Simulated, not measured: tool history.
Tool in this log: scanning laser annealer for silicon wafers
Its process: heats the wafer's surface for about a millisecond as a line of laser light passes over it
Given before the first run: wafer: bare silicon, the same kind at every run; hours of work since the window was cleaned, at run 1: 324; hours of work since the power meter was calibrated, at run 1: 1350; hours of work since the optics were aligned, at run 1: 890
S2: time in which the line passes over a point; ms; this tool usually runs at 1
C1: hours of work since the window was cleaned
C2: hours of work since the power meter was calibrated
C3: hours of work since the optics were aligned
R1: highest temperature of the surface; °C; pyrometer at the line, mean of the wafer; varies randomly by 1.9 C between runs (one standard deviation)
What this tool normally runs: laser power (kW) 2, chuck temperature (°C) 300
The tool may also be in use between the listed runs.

Run 1, day 0: usual settings; C1 324; C2 1350; C3 890. Result: R1 1084 °C.
At day 1.533: optics aligned, line set to its width.
Run 2, day 2.292: usual settings; C1 363; C2 1389; C3 14. Result: R1 1096 °C.
Run 3, day 3.992: usual settings but laser power (kW) 2.149; C1 395; C2 1421; C3 46. Result: R1 1155 °C.
Run 4, day 5.521: usual settings but laser power (kW) 2.149; C1 424; C2 1450; C3 75. Result: R1 1154 °C.
Run 5, day 7.083: usual settings but laser power (kW) 2.149; C1 453; C2 1479; C3 104. Result: R1 1148 °C.
Run 6, day 9.025: usual settings but laser power (kW) 2.149; C1 489; C2 1515; C3 141. Result: R1 1143 °C.
Run 7, day 10.167: usual settings but S2 0.97 ms; C1 511; C2 1537; C3 162. Result: R1 1074 °C.
Run 8, day 12.288: usual settings but S2 0.97 ms; C1 551; C2 1576; C3 202. Result: R1 1069 °C.
Run 9, day 13.346: usual settings but laser power (kW) 1.808; C1 570; C2 1596; C3 222. Result: R1 1004 °C.
Run 10, day 15.542: usual settings but laser power (kW) 1.808; C1 612; C2 1637; C3 263. Result: R1 1008 °C.
At day 16.708: window over the wafer cleaned.
Run 11, day 17.375: usual settings but laser power (kW) 1.808; C1 12; C2 1670; C3 296. Result: R1 973 °C.
Run 12, day 19.367: usual settings but laser power (kW) 1.808; C1 50; C2 1708; C3 333. Result: R1 970 °C.
Run 13, day 21.096: usual settings but laser power (kW) 1.808; C1 82; C2 1740; C3 365. Result: R1 963 °C.
At day 21.554: window over the wafer cleaned, once more.
Run 14, day 22.546: usual settings but laser power (kW) 1.808; C1 19; C2 1766; C3 391. Result: R1 1037 °C.
Run 15, day 23.733: usual settings but laser power (kW) 2.066; C1 41; C2 1788; C3 413. Result: R1 1138 °C.
Run 16, day 25.312: usual settings but laser power (kW) 2.066; C1 70; C2 1818; C3 443. Result: R1 1133 °C.
Run 17, day 27.612: usual settings but S2 0.77 ms; C1 114; C2 1861; C3 486. Result: R1 1021 °C.
Run 18, day 29.483: usual settings but chuck temperature (°C) 279; C1 149; C2 1896; C3 521. Result: R1 1082 °C.
Run 19, day 31.346: usual settings but chuck temperature (°C) 279; C1 184; C2 1931; C3 556. Result: R1 1077 °C.
Run 20, day 32.608: usual settings but chuck temperature (°C) 279; C1 207; C2 1955; C3 580. Result: R1 1077 °C.
Run 21, day 34.429: usual settings but chuck temperature (°C) 295; C1 242; C2 1989; C3 614. Result: R1 1087 °C.
Run 22, day 36.767: usual settings but laser power (kW) 1.739, S2 0.82 ms; C1 285; C2 2033; C3 658. Result: R1 931 °C.
Run 23, day 38.079: usual settings but laser power (kW) 1.901, S2 0.73 ms, chuck temperature (°C) 333; C1 310; C2 2057; C3 682. Result: R1 985 °C.
Run 24, day 39.554: usual settings but laser power (kW) 1.901, S2 0.73 ms, chuck temperature (°C) 333; C1 338; C2 2085; C3 710. Result: R1 982 °C.
Run 25, day 40.979: usual settings but laser power (kW) 1.942, S2 1.08 ms, chuck temperature (°C) 333; C1 364; C2 2111; C3 737. Result: R1 1115 °C.
Run 26, day 42.171: usual settings but laser power (kW) 1.942, S2 1.08 ms, chuck temperature (°C) 333; C1 387; C2 2134; C3 759. Result: R1 1113 °C.
Run 27, day 43.279: usual settings but laser power (kW) 1.851, S2 0.81 ms, chuck temperature (°C) 294; C1 408; C2 2155; C3 780. Result: R1 947 °C.
Run 28, day 44.508: usual settings but laser power (kW) 1.851, S2 0.81 ms, chuck temperature (°C) 294; C1 431; C2 2178; C3 803. Result: R1 948 °C.
Run 29, day 46.762: usual settings but laser power (kW) 1.851, S2 0.81 ms, chuck temperature (°C) 319; C1 473; C2 2220; C3 845. Result: R1 969 °C.
Run 30, day 48.45: usual settings but laser power (kW) 1.972, S2 0.76 ms, chuck temperature (°C) 317; C1 505; C2 2252; C3 877. Result: R1 987 °C.
Run 31, day 49.408: usual settings but laser power (kW) 1.972, S2 0.74 ms, chuck temperature (°C) 303; C1 522; C2 2270; C3 895. Result: R1 965 °C.
At day 50.692: optics aligned, line set to its width.
Run 32, day 51.612: usual settings but laser power (kW) 2.131, S2 0.7 ms; C1 560; C2 2307; C3 17. Result: R1 1015 °C.
Run 33, day 53.362: usual settings but laser power (kW) 2.131, S2 0.7 ms, chuck temperature (°C) 285; C1 593; C2 2340; C3 50. Result: R1 997 °C.
Run 34, day 55.029: usual settings but chuck temperature (°C) 313; C1 624; C2 2371; C3 81. Result: R1 1092 °C.
At day 55.504: window over the wafer cleaned.
Run 35, day 56.358: usual settings but chuck temperature (°C) 313; C1 16; C2 2395; C3 105. Result: R1 1131 °C.
Run 36, day 57.558: usual settings but laser power (kW) 1.907, S2 1.1 ms, chuck temperature (°C) 325; C1 39; C2 2417; C3 127. Result: R1 1139 °C.
Run 37, day 59.896: usual settings but laser power (kW) 1.907, chuck temperature (°C) 291; C1 82; C2 2461; C3 171. Result: R1 1069 °C.
Run 38, day 60.925: usual settings but S2 1.09 ms, chuck temperature (°C) 266; C1 102; C2 2480; C3 190. Result: R1 1109 °C.
Run 39, day 62.971: usual settings but S2 0.95 ms; C1 140; C2 2519; C3 229. Result: R1 1089 °C.
Run 40, day 65.162: usual settings but laser power (kW) 2.126, chuck temperature (°C) 336; C1 181; C2 2560; C3 270. Result: R1 1186 °C.
Run 41, day 66.333: usual settings but laser power (kW) 2.126, chuck temperature (°C) 336; C1 203; C2 2582; C3 292. Result: R1 1184 °C.

Forecast each of these 4 alternatives for the next run:
Run A, day 67.962: usual settings but S2 0.92 ms, chuck temperature (°C) 328; C1 234; C2 2612; C3 322. Result: R1 ?.
Run B, day 67.962: usual settings but laser power (kW) 2.126, chuck temperature (°C) 291; C1 234; C2 2612; C3 322. Result: R1 ?.
Run C, day 67.962: usual settings but laser power (kW) 2.159, S2 0.79 ms; C1 234; C2 2612; C3 322. Result: R1 ?.
Run D, day 67.962: usual settings but laser power (kW) 1.905, S2 0.71 ms; C1 234; C2 2612; C3 322. Result: R1 ?.

run    R1
  A  1098
  B  1140
  C  1075
  D   956
The same runs, with their run-to-run variation unchanged, on a tool lacking any hidden condition would have given:
run    R1
  A  1131
  B  1176
  C  1108
  D   984
